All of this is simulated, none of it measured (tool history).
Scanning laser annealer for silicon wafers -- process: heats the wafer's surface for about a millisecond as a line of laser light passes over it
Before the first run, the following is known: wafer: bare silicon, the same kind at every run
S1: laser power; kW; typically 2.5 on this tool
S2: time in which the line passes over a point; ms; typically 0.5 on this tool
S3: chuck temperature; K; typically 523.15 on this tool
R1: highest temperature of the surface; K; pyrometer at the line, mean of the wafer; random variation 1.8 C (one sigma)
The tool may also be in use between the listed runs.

run 1 day=0 | S1=2.5 S2=0.5 S3=523.15 | R1=1206.15
run 2 day=2.379 | S1=2.5 S2=0.5 S3=523.15 | R1=1207.15
run 3 day=3.471 | S1=2.5 S2=0.5 S3=523.15 | R1=1206.15
run 4 day=5.217 | S1=2.5 S2=0.5 S3=523.15 | R1=1208.15
run 5 day=6.771 | S1=2.5 S2=0.5 S3=523.15 | R1=1204.15
-- day=9.55 optics aligned, line set to its width
run 6 day=9.55 | S1=2.5 S2=0.445 S3=523.15 | R1=1175.15
run 7 day=11.879 | S1=2.5 S2=0.445 S3=523.15 | R1=1173.15
run 8 day=13.862 | S1=2.5 S2=0.5 S3=501.15 | R1=1197.15
run 9 day=16.121 | S1=2.5 S2=0.5 S3=501.15 | R1=1195.15
run 10 day=18.296 | S1=2.5 S2=0.5 S3=523.15 | R1=1214.15
run 11 day=19.825 | S1=2.5 S2=0.5 S3=523.15 | R1=1215.15
run 12 day=21.817 | S1=2.5 S2=0.5 S3=523.15 | R1=1214.15
run 13 day=23.85 | S1=2.5 S2=0.5 S3=523.15 | R1=1213.15
run 14 day=26.475 | S1=2.5 S2=0.5 S3=523.15 | R1=1212.15
run 15 day=28.596 | S1=2.5 S2=0.5 S3=523.15 | R1=1210.15
run 16 day=29.75 | S1=2.5 S2=0.5 S3=523.15 | R1=1213.15
run 17 day=31.808 | S1=2.5 S2=0.5 S3=540.15 | R1=1225.15
run 18 day=33.475 | S1=2.5 S2=0.5 S3=540.15 | R1=1228.15
run 19 day=35.325 | S1=2.5 S2=0.5 S3=540.15 | R1=1225.15
run 20 day=36.858 | S1=2.432 S2=0.502 S3=523.15 | R1=1188.15
run 21 day=38.717 | S1=2.432 S2=0.502 S3=523.15 | R1=1188.15
run 22 day=40.158 | S1=2.432 S2=0.502 S3=523.15 | R1=1187.15
run 23 day=41.9 | S1=2.169 S2=0.502 S3=550.15 | R1=1134.15
run 24 day=44.358 | S1=2.169 S2=0.502 S3=550.15 | R1=1129.15
run 25 day=45.754 | S1=2.169 S2=0.502 S3=550.15 | R1=1130.15
-- day=46.046 window over the wafer cleaned
run 26 day=47.329 | S1=2.695 S2=0.558 S3=526.15 | R1=1308.15
run 27 day=49.4 | S1=2.572 S2=0.5 S3=511.15 | R1=1208.15
run 28 day=51.192 | S1=2.572 S2=0.5 S3=511.15 | R1=1205.15
run 29 day=52.567 | S1=2.256 S2=0.551 S3=555.15 | R1=1184.15
run 30 day=54.704 | S1=2.619 S2=0.384 S3=523.15 | R1=1139.15
-- day=55 window over the wafer cleaned, once more
run 31 day=55.883 | S1=2.619 S2=0.384 S3=523.15 | R1=1157.15
run 32 day=57.475 | S1=2.658 S2=0.5 S3=523.15 | R1=1268.15
run 33 day=58.717 | S1=2.34 S2=0.405 S3=510.15 | R1=1080.15
run 34 day=60.162 | S1=2.358 S2=0.395 S3=510.15 | R1=1078.15
run 35 day=61.612 | S1=2.358 S2=0.395 S3=510.15 | R1=1081.15
run 36 day=62.679 | S1=2.5 S2=0.418 S3=523.15 | R1=1149.15

5 ways to go on from here, each from the tool as it stands after run 36. What would each give?
run A day=65.308 | S1=2.5 S2=0.5 S3=562.15 | R1=?
run B day=65.308 | S1=2.406 S2=0.505 S3=547.15 | R1=?
run C day=65.308 | S1=2.741 S2=0.448 S3=523.15 | R1=?
run D day=65.308 | S1=2.644 S2=0.418 S3=523.15 | R1=?
run E day=65.308 | S1=2.496 S2=0.357 S3=495.15 | R1=?

run=A R1=1256.15
run=B R1=1208.15
run=C R1=1246.15
run=D R1=1192.15
run=E R1=1068.15
The same runs, with their run-to-run variation unchanged, on a tool lacking any hidden condition would have given:
run=A R1=1275.15
run=B R1=1227.15
run=C R1=1266.15
run=D R1=1211.15
run=E R1=1084.15
